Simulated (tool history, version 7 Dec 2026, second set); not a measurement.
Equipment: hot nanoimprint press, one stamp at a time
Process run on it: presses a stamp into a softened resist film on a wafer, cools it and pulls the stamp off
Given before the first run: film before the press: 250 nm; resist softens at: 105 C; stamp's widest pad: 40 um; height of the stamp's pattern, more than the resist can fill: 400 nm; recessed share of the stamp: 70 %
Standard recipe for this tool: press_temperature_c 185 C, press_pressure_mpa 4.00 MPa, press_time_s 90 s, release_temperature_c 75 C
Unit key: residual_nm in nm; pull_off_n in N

run,day,press_temperature_c,press_pressure_mpa,press_time_s,release_temperature_c,residual_nm,pull_off_n
1,0.000,185,4.00,90,75,115.7,110
2,0.858,185,4.00,90,79,116.0,96
3,1.546,185,4.00,90,79,115.5,100
4,2.354,185,4.00,64,75,131.3,108
5,2.879,185,4.00,64,75,130.6,110
6,3.629,188,4.00,90,75,106.8,114
7,4.550,185,4.00,82,75,119.8,103
# day 5.325: plate thermocouple calibrated
8,5.738,191,4.00,90,75,98.0,110
9,6.650,191,2.47,90,75,122.6,109
10,7.246,191,2.47,90,75,123.1,107
11,7.925,191,2.47,90,75,122.9,108
12,8.738,191,2.47,90,75,122.2,108
13,9.896,187,4.00,90,75,110.6,110
14,10.429,185,4.00,90,62,116.6,135
15,11.250,185,4.00,90,65,116.7,125
16,12.021,185,4.00,107,80,108.9,100
17,13.212,183,4.00,90,75,124.2,107
18,13.879,183,4.00,90,75,122.9,111
19,14.950,193,4.00,46,75,121.2,109
20,15.917,193,4.00,68,75,104.4,110
21,16.454,193,4.00,68,75,104.8,107
# day 17.071: stamp cleaned and given a new release coat
22,17.321,189,4.00,68,66,115.3,128
23,18.200,185,4.00,161,72,93.2,120
24,18.700,185,4.00,91,62,116.1,137
25,19.788,195,4.61,90,66,82.9,128
26,20.838,191,2.78,86,75,118.9,107
27,21.600,183,3.68,61,72,146.8,113
28,22.196,185,4.00,124,75,103.8,106
29,22.879,183,4.00,124,75,109.8,108

Hidden state or all else? Some run-to-run changes of residual_nm, split into what the settings, what came in and random variation would give without the hidden state, and what is left for the hidden state (with any gauge scatter that isn't in both results):
Hidden state present: true temperature over the reading, C; pressure that arrives at the usual setting, %; grip of the stamp's worn release coat, % over a new coat's; drift of the gauge itself on residual_nm, %; drift of the gauge itself on pull_off_n, %.
Run 25 -> 26: press_temperature_c 195 -> 191, press_pressure_mpa 4.61 -> 2.78, press_time_s 90 -> 86, release_temperature_c 66 -> 75. residual_nm +36.0 nm: hidden state +0.6, all else +35.4.
Run 27 -> 28: press_temperature_c 183 -> 185, press_pressure_mpa 3.68 -> 4.00, press_time_s 61 -> 124, release_temperature_c 72 -> 75. residual_nm -43.0 nm: hidden state -0.6, all else -42.4.

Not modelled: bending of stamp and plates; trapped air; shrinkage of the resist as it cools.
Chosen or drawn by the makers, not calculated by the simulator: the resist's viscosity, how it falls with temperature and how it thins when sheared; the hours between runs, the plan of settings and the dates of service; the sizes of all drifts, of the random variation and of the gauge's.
